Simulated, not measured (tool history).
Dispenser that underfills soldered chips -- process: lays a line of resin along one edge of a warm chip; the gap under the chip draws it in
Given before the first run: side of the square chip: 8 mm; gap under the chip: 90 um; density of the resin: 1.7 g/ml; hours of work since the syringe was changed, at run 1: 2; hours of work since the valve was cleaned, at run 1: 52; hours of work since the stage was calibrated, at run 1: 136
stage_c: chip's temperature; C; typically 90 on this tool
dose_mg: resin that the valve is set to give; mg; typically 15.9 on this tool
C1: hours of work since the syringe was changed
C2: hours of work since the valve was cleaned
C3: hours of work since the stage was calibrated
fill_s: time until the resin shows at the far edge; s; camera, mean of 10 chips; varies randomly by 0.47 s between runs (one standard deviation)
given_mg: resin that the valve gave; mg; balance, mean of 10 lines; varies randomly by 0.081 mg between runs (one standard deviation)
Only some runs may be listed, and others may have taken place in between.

run 1 hour=0 | stage_c=90 dose_mg=15.9 | C1=2 C2=52 C3=136 | fill_s=38.9 given_mg=15.22
run 2 hour=4.3 | stage_c=90 dose_mg=15.9 | C1=5 C2=55 C3=139 | fill_s=47.9 given_mg=15.2
-- hour=5.7 new syringe of resin
run 3 hour=8.3 | stage_c=90 dose_mg=15.9 | C1=2 C2=57 C3=142 | fill_s=39.7 given_mg=15.16
-- hour=13.7 new syringe of resin
run 4 hour=15.3 | stage_c=90 dose_mg=15.9 | C1=1 C2=62 C3=146 | fill_s=38 given_mg=15.07
run 5 hour=18 | stage_c=90 dose_mg=16.9 | C1=3 C2=64 C3=148 | fill_s=42.2 given_mg=15.95
-- hour=21.6 new syringe of resin
run 6 hour=24.8 | stage_c=90 dose_mg=16.9 | C1=2 C2=68 C3=153 | fill_s=39.6 given_mg=15.84
-- hour=29.8 new syringe of resin
run 7 hour=31.7 | stage_c=90 dose_mg=16.9 | C1=1 C2=73 C3=157 | fill_s=38.4 given_mg=15.67
run 8 hour=36.5 | stage_c=90 dose_mg=14.5 | C1=5 C2=76 C3=160 | fill_s=50.6 given_mg=13.5
-- hour=37.8 new syringe of resin
run 9 hour=41.7 | stage_c=90 dose_mg=14.5 | C1=3 C2=79 C3=164 | fill_s=42.3 given_mg=13.41
-- hour=46.2 new syringe of resin
run 10 hour=48.5 | stage_c=90 dose_mg=14.5 | C1=2 C2=84 C3=168 | fill_s=40.7 given_mg=13.43
run 11 hour=52.5 | stage_c=88 dose_mg=15.9 | C1=4 C2=86 C3=171 | fill_s=50.4 given_mg=14.7
-- hour=54.3 new syringe of resin
run 12 hour=57.8 | stage_c=90 dose_mg=15.9 | C1=2 C2=90 C3=174 | fill_s=41.4 given_mg=14.58
run 13 hour=60.9 | stage_c=90 dose_mg=15.9 | C1=5 C2=92 C3=176 | fill_s=48.3 given_mg=14.69
-- hour=62.3 new syringe of resin
run 14 hour=67.8 | stage_c=90 dose_mg=15.9 | C1=4 C2=96 C3=181 | fill_s=44.1 given_mg=14.44
-- hour=70.6 new syringe of resin
run 15 hour=71.9 | stage_c=102 dose_mg=15.9 | C1=1 C2=99 C3=183 | fill_s=20.9 given_mg=14.48
run 16 hour=75.5 | stage_c=92 dose_mg=15.9 | C1=3 C2=101 C3=186 | fill_s=40.4 given_mg=14.45
-- hour=78.7 new syringe of resin
run 17 hour=78.7 | stage_c=92 dose_mg=15.9 | C1=0 C2=103 C3=188 | fill_s=32.2 given_mg=14.3
run 18 hour=82.1 | stage_c=92 dose_mg=15.9 | C1=2 C2=106 C3=190 | fill_s=37.3 given_mg=14.38
-- hour=86.5 new syringe of resin
run 19 hour=86.5 | stage_c=76 dose_mg=18.6 | C1=0 C2=108 C3=193 | fill_s=70 given_mg=16.71

The next listed run, before its measurement:
run 20 hour=91.2 | stage_c=79 dose_mg=14.9 | C1=3 C2=112 C3=196 | fill_s=? given_mg=?

fill_s: 73.9 s
given_mg: 13.37 mg
Minus the tool's unlogged condition, the same run would have read fill_s 62.7 s, given_mg 14.89 mg.

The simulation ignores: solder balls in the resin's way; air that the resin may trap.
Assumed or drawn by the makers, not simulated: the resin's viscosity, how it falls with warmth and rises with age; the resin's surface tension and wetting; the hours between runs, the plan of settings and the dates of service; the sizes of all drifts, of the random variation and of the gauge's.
